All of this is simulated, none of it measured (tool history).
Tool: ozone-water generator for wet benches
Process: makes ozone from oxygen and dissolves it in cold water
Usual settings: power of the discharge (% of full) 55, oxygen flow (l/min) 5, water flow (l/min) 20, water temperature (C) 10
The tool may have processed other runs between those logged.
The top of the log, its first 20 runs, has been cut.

run	hour	power of the discharge (% of full)	oxygen flow (l/min)	water flow (l/min)	water temperature (C)	dissolved ozone (ppm)	ozone in the gas ahead of the water (g/m3)
21	1018.2	98	3.9	28	5	26.9	406.1
22	1062.9	55	5	30	10	16.7	234.6
23	1108.6	86	5	20	8	34.9	314.8
24	1156.3	86	7.75	28	8	25	239.1
25	1226.3	86	7.75	28	8	25	236.7
26	1297.8	59	3.74	17	8	31.7	298.8
27	1357.7	55	4.82	14	10	34.4	240.3
28	1434.6	55	4.82	14	10	34.5	242.1
29	1507.3	79	5	20	12	31.7	299.1
30	1550	79	5	20	12	31.2	300.4
# hour 1579.7: gauge calibrated
31	1605.2	79	5	21	12	30.3	293
32	1662.7	79	5	21	12	30.2	290.2

Here are 4 independent what-if runs from the current tool condition. What would each one return?
A	1735.6	71	5	15	5	?	?
B	1735.6	62	5.81	21	13	?	?
C	1735.6	48	3.98	13	12	?	?
D	1735.6	54	3.11	21	5	?	?

run	dissolved ozone (ppm)	ozone in the gas ahead of the water (g/m3)
A	41.3	275.4
B	24.8	223.9
C	33.4	243.9
D	24.3	308.7
Stripped of hidden state, with their random variation kept, the same runs would have yielded:
run	dissolved ozone (ppm)	ozone in the gas ahead of the water (g/m3)
A	41.4	274.7
B	24.9	223.3
C	33.4	243.3
D	24.3	307.9
